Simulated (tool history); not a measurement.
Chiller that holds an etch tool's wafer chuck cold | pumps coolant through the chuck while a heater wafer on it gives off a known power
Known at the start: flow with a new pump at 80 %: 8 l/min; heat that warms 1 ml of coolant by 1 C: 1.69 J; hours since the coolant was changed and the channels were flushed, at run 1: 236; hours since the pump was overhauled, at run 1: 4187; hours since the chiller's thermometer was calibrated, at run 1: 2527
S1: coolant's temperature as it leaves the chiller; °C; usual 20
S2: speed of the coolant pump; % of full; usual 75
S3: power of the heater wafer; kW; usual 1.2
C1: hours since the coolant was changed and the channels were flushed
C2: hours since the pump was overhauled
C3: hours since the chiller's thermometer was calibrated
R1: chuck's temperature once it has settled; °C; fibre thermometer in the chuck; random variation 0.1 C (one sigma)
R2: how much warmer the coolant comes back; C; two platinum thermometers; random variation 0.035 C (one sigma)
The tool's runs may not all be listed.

run 1 hour=0 | S1=20 S2=75 S3=1.2 | C1=236 C2=4187 C3=2527 | R1=33.5 R2=6.1
run 2 hour=117.3 | S1=20 S2=75 S3=1.461 | C1=353 C2=4304 C3=2644 | R1=36.7 R2=7.41
-- hour=189.6 chiller's thermometer calibrated
run 3 hour=233.8 | S1=20 S2=75 S3=1.461 | C1=469 C2=4420 C3=44 | R1=37 R2=7.49
run 4 hour=355.8 | S1=20 S2=75 S3=1.461 | C1=591 C2=4542 C3=166 | R1=37 R2=7.43
run 5 hour=469.5 | S1=20 S2=75 S3=1.461 | C1=705 C2=4656 C3=280 | R1=37.1 R2=7.48
run 6 hour=578.6 | S1=20 S2=75 S3=1.461 | C1=814 C2=4765 C3=389 | R1=37.2 R2=7.55
run 7 hour=664 | S1=20 S2=75 S3=1.322 | C1=899 C2=4850 C3=474 | R1=35.6 R2=6.76
run 8 hour=782 | S1=20 S2=75 S3=1.322 | C1=1017 C2=4968 C3=592 | R1=35.4 R2=6.78
run 9 hour=888 | S1=20 S2=75 S3=1.322 | C1=1123 C2=5074 C3=698 | R1=35.6 R2=6.79
run 10 hour=974.5 | S1=20 S2=75 S3=1.322 | C1=1210 C2=5161 C3=785 | R1=35.6 R2=6.79
run 11 hour=1087.3 | S1=20 S2=73 S3=1.2 | C1=1322 C2=5273 C3=898 | R1=34.4 R2=6.36
run 12 hour=1161.8 | S1=20 S2=73 S3=1.2 | C1=1397 C2=5348 C3=972 | R1=34.6 R2=6.38
run 13 hour=1298.4 | S1=20 S2=73 S3=1.2 | C1=1533 C2=5485 C3=1109 | R1=34.5 R2=6.37
run 14 hour=1420.7 | S1=20 S2=73 S3=1.2 | C1=1656 C2=5607 C3=1231 | R1=34.8 R2=6.39
run 15 hour=1532.7 | S1=20 S2=75 S3=1.2 | C1=1768 C2=5719 C3=1343 | R1=34.3 R2=6.26
run 16 hour=1645.1 | S1=20 S2=75 S3=1.2 | C1=1880 C2=5831 C3=1456 | R1=34.5 R2=6.2
run 17 hour=1750.5 | S1=20 S2=75 S3=1.2 | C1=1986 C2=5937 C3=1561 | R1=34.3 R2=6.25
run 18 hour=1851.2 | S1=20 S2=75 S3=1.2 | C1=2086 C2=6037 C3=1662 | R1=34.6 R2=6.21
run 19 hour=1994.6 | S1=19 S2=74 S3=1.2 | C1=2230 C2=6181 C3=1805 | R1=33.8 R2=6.32
run 20 hour=2074.4 | S1=27 S2=75 S3=1.2 | C1=2309 C2=6260 C3=1885 | R1=41.8 R2=6.24
run 21 hour=2155.5 | S1=20 S2=68 S3=1.358 | C1=2391 C2=6342 C3=1966 | R1=37.9 R2=7.81
run 22 hour=2272.2 | S1=20 S2=68 S3=1.358 | C1=2507 C2=6458 C3=2083 | R1=37.9 R2=7.8
run 23 hour=2355.4 | S1=20 S2=68 S3=1.358 | C1=2590 C2=6541 C3=2166 | R1=37.8 R2=7.85
run 24 hour=2497.4 | S1=22 S2=96 S3=0.742 | C1=2732 C2=6684 C3=2308 | R1=29.4 R2=3.01
run 25 hour=2560.8 | S1=18 S2=70 S3=1.2 | C1=2796 C2=6747 C3=2371 | R1=33.6 R2=6.83
run 26 hour=2695.4 | S1=18 S2=70 S3=1.2 | C1=2930 C2=6882 C3=2506 | R1=33.6 R2=6.85
run 27 hour=2759.1 | S1=13 S2=63 S3=0.782 | C1=2994 C2=6945 C3=2570 | R1=24 R2=4.96

Forecast run 28:
run 28 hour=2844.5 | S1=15 S2=76 S3=0.755 | C1=3080 C2=7031 C3=2655 | R1=? R2=?

{"run 28": {"R1": 24.1, "R2": 3.94}}
Without the tool's hidden state the same run would have given R1 23.2 °C, R2 3.56 C.
